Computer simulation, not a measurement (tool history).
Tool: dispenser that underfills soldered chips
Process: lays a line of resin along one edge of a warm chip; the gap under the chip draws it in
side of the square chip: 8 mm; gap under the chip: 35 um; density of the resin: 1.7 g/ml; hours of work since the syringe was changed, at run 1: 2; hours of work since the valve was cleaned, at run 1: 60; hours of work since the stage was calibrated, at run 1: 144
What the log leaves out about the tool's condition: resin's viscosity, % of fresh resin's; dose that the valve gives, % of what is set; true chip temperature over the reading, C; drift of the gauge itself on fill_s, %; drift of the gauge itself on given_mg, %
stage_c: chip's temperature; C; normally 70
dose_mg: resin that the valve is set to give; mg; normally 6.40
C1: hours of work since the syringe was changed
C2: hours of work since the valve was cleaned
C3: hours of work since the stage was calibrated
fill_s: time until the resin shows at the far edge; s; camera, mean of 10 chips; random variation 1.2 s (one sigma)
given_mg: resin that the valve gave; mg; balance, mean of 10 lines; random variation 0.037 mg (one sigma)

Run 1, hour 0.0: usual settings; C1 2; C2 60; C3 144. Result: fill_s 115.9 s, given_mg 6.17 mg.
At hour 8.8: new syringe of resin.
Run 2, hour 9.1: usual settings; C1 0; C2 65; C3 150. Result: fill_s 107.9 s, given_mg 6.08 mg.
Run 3, hour 19.1: usual settings but stage_c 63 C; C1 7; C2 72; C3 157. Result: fill_s 210.9 s, given_mg 6.12 mg.
At hour 20.0: new syringe of resin.
At hour 31.8: new syringe of resin.
Run 4, hour 32.4: usual settings but stage_c 63 C; C1 0; C2 80; C3 165. Result: fill_s 159.7 s, given_mg 6.04 mg.
At hour 36.2: dispensing valve cleaned and set on the balance.
Run 5, hour 41.8: usual settings; C1 6; C2 4; C3 170. Result: fill_s 140.3 s, given_mg 6.47 mg.
At hour 44.1: new syringe of resin.
Run 6, hour 48.5: usual settings; C1 3; C2 8; C3 174. Result: fill_s 125.6 s, given_mg 6.41 mg.
Run 7, hour 54.2: usual settings; C1 7; C2 11; C3 178. Result: fill_s 146.9 s, given_mg 6.36 mg.
At hour 55.7: new syringe of resin.
Run 8, hour 62.1: usual settings; C1 4; C2 16; C3 183. Result: fill_s 128.3 s, given_mg 6.37 mg.
At hour 67.3: new syringe of resin.
Run 9, hour 69.2: usual settings; C1 1; C2 21; C3 187. Result: fill_s 113.4 s, given_mg 6.33 mg.
Run 10, hour 76.6: usual settings but stage_c 83 C; C1 6; C2 26; C3 192. Result: fill_s 73.0 s, given_mg 6.30 mg.
At hour 78.7: new syringe of resin.
At hour 90.1: new syringe of resin.
Run 11, hour 90.6: usual settings but stage_c 83 C; C1 0; C2 34; C3 201. Result: fill_s 54.8 s, given_mg 6.23 mg.
Run 12, hour 96.5: usual settings; C1 4; C2 38; C3 205. Result: fill_s 127.6 s, given_mg 6.25 mg.
At hour 101.6: new syringe of resin.
Run 13, hour 103.5: usual settings; C1 1; C2 42; C3 209. Result: fill_s 112.3 s, given_mg 6.12 mg.
Run 14, hour 110.4: usual settings; C1 6; C2 47; C3 213. Result: fill_s 137.1 s, given_mg 6.17 mg.
At hour 112.5: new syringe of resin.
Run 15, hour 121.2: usual settings; C1 6; C2 54; C3 220. Result: fill_s 133.1 s, given_mg 6.21 mg.
At hour 124.3: new syringe of resin.
Run 16, hour 128.5: usual settings; C1 3; C2 58; C3 225. Result: fill_s 117.8 s, given_mg 6.14 mg.
At hour 135.7: new syringe of resin.
Run 17, hour 141.0: usual settings but stage_c 71 C; C1 3; C2 66; C3 233. Result: fill_s 115.0 s, given_mg 6.15 mg.
At hour 146.5: new syringe of resin.
Run 18, hour 152.7: usual settings but stage_c 82 C, dose_mg 5.49 mg; C1 4; C2 73; C3 240. Result: fill_s 70.1 s, given_mg 5.21 mg.
At hour 158.1: new syringe of resin.
Run 19, hour 161.6: usual settings but stage_c 85 C, dose_mg 6.25 mg; C1 2; C2 79; C3 246. Result: fill_s 54.4 s, given_mg 5.91 mg.
At hour 166.4: dispensing valve cleaned and set on the balance.
At hour 170.4: new syringe of resin.
Run 20, hour 172.5: usual settings but stage_c 63 C, dose_mg 7.32 mg; C1 1; C2 4; C3 252. Result: fill_s 163.5 s, given_mg 7.33 mg.
At hour 182.1: new syringe of resin.
Run 21, hour 184.3: usual settings but dose_mg 5.50 mg; C1 1; C2 11; C3 259. Result: fill_s 113.8 s, given_mg 5.51 mg.
At hour 193.6: new syringe of resin.
Run 22, hour 197.5: usual settings but dose_mg 5.50 mg; C1 3; C2 20; C3 268. Result: fill_s 118.6 s, given_mg 5.44 mg.
At hour 204.8: new syringe of resin.
Run 23, hour 207.3: usual settings but dose_mg 5.50 mg; C1 2; C2 26; C3 274. Result: fill_s 117.0 s, given_mg 5.36 mg.
At hour 216.0: new syringe of resin.
Run 24, hour 218.9: usual settings but stage_c 56 C, dose_mg 5.51 mg; C1 2; C2 33; C3 281. Result: fill_s 252.5 s, given_mg 5.35 mg.
At hour 227.4: new syringe of resin.
Run 25, hour 227.6: usual settings but stage_c 61 C, dose_mg 7.66 mg; C1 0; C2 38; C3 287. Result: fill_s 173.0 s, given_mg 7.38 mg.
At hour 238.4: new syringe of resin.
Run 26, hour 239.1: usual settings but stage_c 61 C, dose_mg 7.66 mg; C1 0; C2 46; C3 294. Result: fill_s 171.6 s, given_mg 7.49 mg.
At hour 249.9: new syringe of resin.
Run 27, hour 250.5: usual settings but stage_c 66 C, dose_mg 5.41 mg; C1 0; C2 53; C3 301. Result: fill_s 137.2 s, given_mg 5.25 mg.
Run 28, hour 259.2: usual settings but dose_mg 7.63 mg; C1 6; C2 58; C3 307. Result: fill_s 139.5 s, given_mg 7.32 mg.
At hour 261.7: new syringe of resin.
Run 29, hour 270.2: usual settings but stage_c 67 C, dose_mg 7.59 mg; C1 6; C2 65; C3 314. Result: fill_s 151.6 s, given_mg 7.26 mg.
At hour 273.1: new syringe of resin.
Run 30, hour 278.9: usual settings but dose_mg 6.95 mg; C1 4; C2 71; C3 319. Result: fill_s 122.4 s, given_mg 6.59 mg.
At hour 284.1: new syringe of resin.
Run 31, hour 292.2: usual settings but dose_mg 6.95 mg; C1 5; C2 79; C3 327. Result: fill_s 128.9 s, given_mg 6.54 mg.
At hour 295.0: new syringe of resin.
At hour 296.9: dispensing valve cleaned and set on the balance.
Run 32, hour 300.7: usual settings but stage_c 75 C, dose_mg 6.44 mg; C1 3; C2 2; C3 332. Result: fill_s 92.0 s, given_mg 6.40 mg.
At hour 306.8: new syringe of resin.
Run 33, hour 311.4: usual settings but stage_c 62 C, dose_mg 8.05 mg; C1 3; C2 9; C3 339. Result: fill_s 179.2 s, given_mg 7.95 mg.

5 options for the next run, each taken on its own from the tool as it stands now. Forecast them:
At hour 318.1: new syringe of resin.
Run A, hour 324.0: usual settings but stage_c 68 C, dose_mg 8.00 mg; C1 4; C2 17; C3 347. Result: fill_s ?, given_mg ?.
At hour 318.1: new syringe of resin.
Run B, hour 324.0: usual settings but stage_c 78 C, dose_mg 6.32 mg; C1 4; C2 17; C3 347. Result: fill_s ?, given_mg ?.
At hour 318.1: new syringe of resin.
Run C, hour 324.0: usual settings but stage_c 71 C, dose_mg 8.27 mg; C1 4; C2 17; C3 347. Result: fill_s ?, given_mg ?.
At hour 318.1: new syringe of resin.
Run D, hour 324.0: usual settings but stage_c 77 C, dose_mg 7.52 mg; C1 4; C2 17; C3 347. Result: fill_s ?, given_mg ?.
At hour 318.1: new syringe of resin.
Run E, hour 324.0: usual settings but stage_c 78 C, dose_mg 6.70 mg; C1 4; C2 17; C3 347. Result: fill_s ?, given_mg ?.

run  fill_s  given_mg
  A   135.6      7.86
  B    83.7      6.24
  C   118.6      8.14
  D    87.3      7.45
  E    83.5      6.63
With the hidden condition removed and each run's random variation left untouched, the same runs would have given:
run  fill_s  given_mg
  A   120.0      7.96
  B    73.7      6.32
  C   104.8      8.25
  D    77.0      7.54
  E    73.5      6.71
